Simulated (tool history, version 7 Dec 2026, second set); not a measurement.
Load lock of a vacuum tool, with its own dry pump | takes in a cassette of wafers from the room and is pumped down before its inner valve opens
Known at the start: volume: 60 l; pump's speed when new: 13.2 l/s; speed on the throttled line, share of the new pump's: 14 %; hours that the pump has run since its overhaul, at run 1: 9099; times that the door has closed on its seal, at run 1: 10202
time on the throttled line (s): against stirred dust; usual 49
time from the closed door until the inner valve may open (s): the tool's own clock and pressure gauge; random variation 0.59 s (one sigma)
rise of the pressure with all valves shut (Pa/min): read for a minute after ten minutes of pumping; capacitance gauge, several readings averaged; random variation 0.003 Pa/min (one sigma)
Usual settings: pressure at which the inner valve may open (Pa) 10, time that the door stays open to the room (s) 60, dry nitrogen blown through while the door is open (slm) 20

run    hour  time on the throttled line (s)  pressure at which the inner valve may open (Pa)  time that the door stays open to the room (s)  dry nitrogen blown through while the door is open (slm)  hours that the pump has run since its overhaul  times that the door has closed on its seal  incoming humidity of the room's air, %  time from the closed door until the inner valve may open (s)  rise of the pressure with all valves shut (Pa/min)
  1       0                              49                                               10                                             60                                                       20                                            9099                                       10202                                      45                                                          86.9                                               0.156
  2   199.3                              48                                               10                                             60                                                       20                                            9299                                       10519                                    43.3                                                          85.4                                                0.16
  3   333.8                              49                                               10                                             60                                                       20                                            9433                                       10733                                      47                                                          87.6                                               0.171
  4   558.2                              49                                               10                                             60                                                       20                                            9658                                       11091                                    43.3                                                          86.6                                               0.168
  5   737.8                              49                                               12                                             60                                                       20                                            9837                                       11377                                    48.1                                                          86.6                                               0.181
  6   868.5                              49                                               12                                             60                                                       20                                            9968                                       11585                                    45.7                                                          87.2                                               0.177
  7  1002.9                              49                                               10                                             60                                                       20                                           10102                                       11799                                      49                                                          88.5                                                0.19
  8  1175.7                              49                                               10                                             67                                                       20                                           10275                                       12074                                    46.7                                                          87.9                                               0.195
  9  1368.9                              49                                               10                                             67                                                       20                                           10468                                       12382                                    42.8                                                          89.5                                                 0.2
 10  1488.6                              49                                               10                                             67                                                       20                                           10588                                       12572                                    44.9                                                          88.1                                               0.206
 11  1622.2                              49                                               10                                             60                                                       20                                           10722                                       12785                                    44.4                                                          87.1                                                0.21
 12  1863.4                              49                                               10                                             60                                                       20                                           10963                                       13169                                      48                                                          87.6                                               0.224
 13  2000.8                              49                                               10                                             60                                                       20                                           11100                                       13388                                    48.1                                                          87.5                                               0.235
 14  2127.7                              33                                               13                                             37                                                       24                                           11227                                       13590                                    46.7                                                          72.8                                               0.222
 15  2317.6                              33                                               13                                             37                                                       24                                           11417                                       13892                                    44.3                                                          73.4                                               0.225
 16  2541.2                              28                                                8                                             60                                                        6                                           11641                                       14248                                    42.6                                                            71                                               0.257
 17  2754.1                              49                                                8                                            161                                                       20                                           11853                                       14587                                    43.5                                                          90.2                                               0.256
 18  2935.4                              49                                                8                                            161                                                       20                                           12035                                       14876                                    44.6                                                          89.2                                               0.273
 19  3146.9                              49                                               10                                             36                                                       11                                           12246                                       15213                                    48.2                                                          87.9                                               0.268
 20  3341.2                              49                                               15                                             49                                                       29                                           12441                                       15522                                    45.7                                                          86.8                                                0.27
 21  3520.2                              87                                               14                                             98                                                        7                                           12620                                       15807                                    43.9                                                         119.4                                               0.305
 22  3649.5                              46                                                7                                            135                                                       20                                           12749                                       16013                                    43.9                                                          87.7                                               0.295
 23  3755.5                              46                                                7                                            135                                                       20                                           12855                                       16182                                    46.4                                                          87.1                                               0.301
 24  4010.4                              49                                               10                                             52                                                       20                                           13110                                       16588                                    43.2                                                          88.8                                               0.308
 25  4126.9                              49                                               11                                             60                                                        9                                           13226                                       16773                                    45.4                                                          89.2                                                0.32

Some steps in time from the closed door until the inner valve may open (s) between neighbouring runs. How much of each would the tool show without its hidden state too (settings, what came in, random variation), and how much is left for the hidden state, with any gauge scatter that isn't in both results?
The hidden state here: pump's speed, % of a new pump's; leak at the door's seal, Pa l/s; drift of the gauge itself on ready_s, %; drift of the gauge itself on rise_pa_min, %.
Run 20 -> 21: time on the throttled line (s) 49 -> 87, pressure at which the inner valve may open (Pa) 15 -> 14, time that the door stays open to the room (s) 49 -> 98, dry nitrogen blown through while the door is open (slm) 29 -> 7. time from the closed door until the inner valve may open (s) +32.6: hidden state -0.5, all else +33.1.
Run 21 -> 22: time on the throttled line (s) 87 -> 46, pressure at which the inner valve may open (Pa) 14 -> 7, time that the door stays open to the room (s) 98 -> 135, dry nitrogen blown through while the door is open (slm) 7 -> 20. time from the closed door until the inner valve may open (s) -31.7: hidden state +1.1, all else -32.8.
